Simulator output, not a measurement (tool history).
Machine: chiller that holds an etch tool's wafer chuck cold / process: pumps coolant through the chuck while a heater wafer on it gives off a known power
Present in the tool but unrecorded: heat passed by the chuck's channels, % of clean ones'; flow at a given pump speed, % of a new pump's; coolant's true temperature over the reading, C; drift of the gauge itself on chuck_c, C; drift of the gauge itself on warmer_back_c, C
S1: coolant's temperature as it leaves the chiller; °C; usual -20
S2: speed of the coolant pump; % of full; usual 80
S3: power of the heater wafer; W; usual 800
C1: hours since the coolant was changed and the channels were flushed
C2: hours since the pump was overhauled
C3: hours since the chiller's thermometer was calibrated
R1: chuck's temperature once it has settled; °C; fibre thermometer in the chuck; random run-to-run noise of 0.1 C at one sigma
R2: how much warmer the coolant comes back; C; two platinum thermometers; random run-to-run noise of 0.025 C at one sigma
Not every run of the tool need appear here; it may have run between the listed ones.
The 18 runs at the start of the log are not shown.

{"run": 19, "hour": 961.6, "S1": -17, "S2": 64, "S3": 1039, "C1": 1363, "C2": 3553, "C3": 206, "R1": -3.1, "R2": 5.09}
{"hour": 1010.7, "done": "chiller's thermometer calibrated, once more"}
{"run": 20, "hour": 1010.7, "S1": -30, "S2": 69, "S3": 789, "C1": 1411, "C2": 3601, "C3": 0, "R1": -20.7, "R2": 3.54}
{"run": 21, "hour": 1058.5, "S1": -21, "S2": 68, "S3": 500, "C1": 1459, "C2": 3648, "C3": 48, "R1": -14.8, "R2": 2.32}
{"run": 22, "hour": 1093.8, "S1": -20, "S2": 80, "S3": 1136, "C1": 1494, "C2": 3684, "C3": 83, "R1": -7.9, "R2": 4.35}
{"run": 23, "hour": 1164.3, "S1": -20, "S2": 80, "S3": 695, "C1": 1564, "C2": 3754, "C3": 154, "R1": -12.5, "R2": 2.67}
{"run": 24, "hour": 1226.0, "S1": -20, "S2": 99, "S3": 520, "C1": 1626, "C2": 3816, "C3": 215, "R1": -15.0, "R2": 1.59}
{"run": 25, "hour": 1290.2, "S1": -16, "S2": 64, "S3": 520, "C1": 1690, "C2": 3880, "C3": 279, "R1": -9.3, "R2": 2.55}
{"run": 26, "hour": 1330.6, "S1": -20, "S2": 80, "S3": 727, "C1": 1731, "C2": 3921, "C3": 320, "R1": -12.1, "R2": 2.76}
{"run": 27, "hour": 1374.3, "S1": -18, "S2": 83, "S3": 639, "C1": 1774, "C2": 3964, "C3": 364, "R1": -11.3, "R2": 2.35}
{"run": 28, "hour": 1408.3, "S1": -25, "S2": 65, "S3": 937, "C1": 1808, "C2": 3998, "C3": 398, "R1": -13.0, "R2": 4.49}
{"run": 29, "hour": 1464.1, "S1": -25, "S2": 65, "S3": 937, "C1": 1864, "C2": 4054, "C3": 453, "R1": -13.0, "R2": 4.53}
{"run": 30, "hour": 1503.4, "S1": -20, "S2": 80, "S3": 606, "C1": 1903, "C2": 4093, "C3": 493, "R1": -13.4, "R2": 2.36}
{"run": 31, "hour": 1551.3, "S1": -20, "S2": 80, "S3": 606, "C1": 1951, "C2": 4141, "C3": 541, "R1": -13.4, "R2": 2.32}

5 options for the next run, each taken on its own from the tool as it stands now. Forecast them:
{"run": "A", "hour": 1599.5, "S1": -20, "S2": 80, "S3": 1051, "C1": 2000, "C2": 4190, "C3": 589, "R1": "?", "R2": "?"}
{"run": "B", "hour": 1599.5, "S1": -11, "S2": 80, "S3": 529, "C1": 2000, "C2": 4190, "C3": 589, "R1": "?", "R2": "?"}
{"run": "C", "hour": 1599.5, "S1": -20, "S2": 76, "S3": 535, "C1": 2000, "C2": 4190, "C3": 589, "R1": "?", "R2": "?"}
{"run": "D", "hour": 1599.5, "S1": -18, "S2": 65, "S3": 1086, "C1": 2000, "C2": 4190, "C3": 589, "R1": "?", "R2": "?"}
{"run": "E", "hour": 1599.5, "S1": -24, "S2": 76, "S3": 936, "C1": 2000, "C2": 4190, "C3": 589, "R1": "?", "R2": "?"}

run=A R1=-8.7 R2=4.10
run=B R1=-5.3 R2=2.04
run=C R1=-14.0 R2=2.17
run=D R1=-4.1 R2=5.24
run=E R1=-13.5 R2=3.83
Stripped of hidden state, with their random variation kept, the same runs would have yielded:
run=A R1=-9.3 R2=3.95
run=B R1=-5.7 R2=1.96
run=C R1=-14.4 R2=2.08
run=D R1=-4.9 R2=5.03
run=E R1=-14.2 R2=3.68
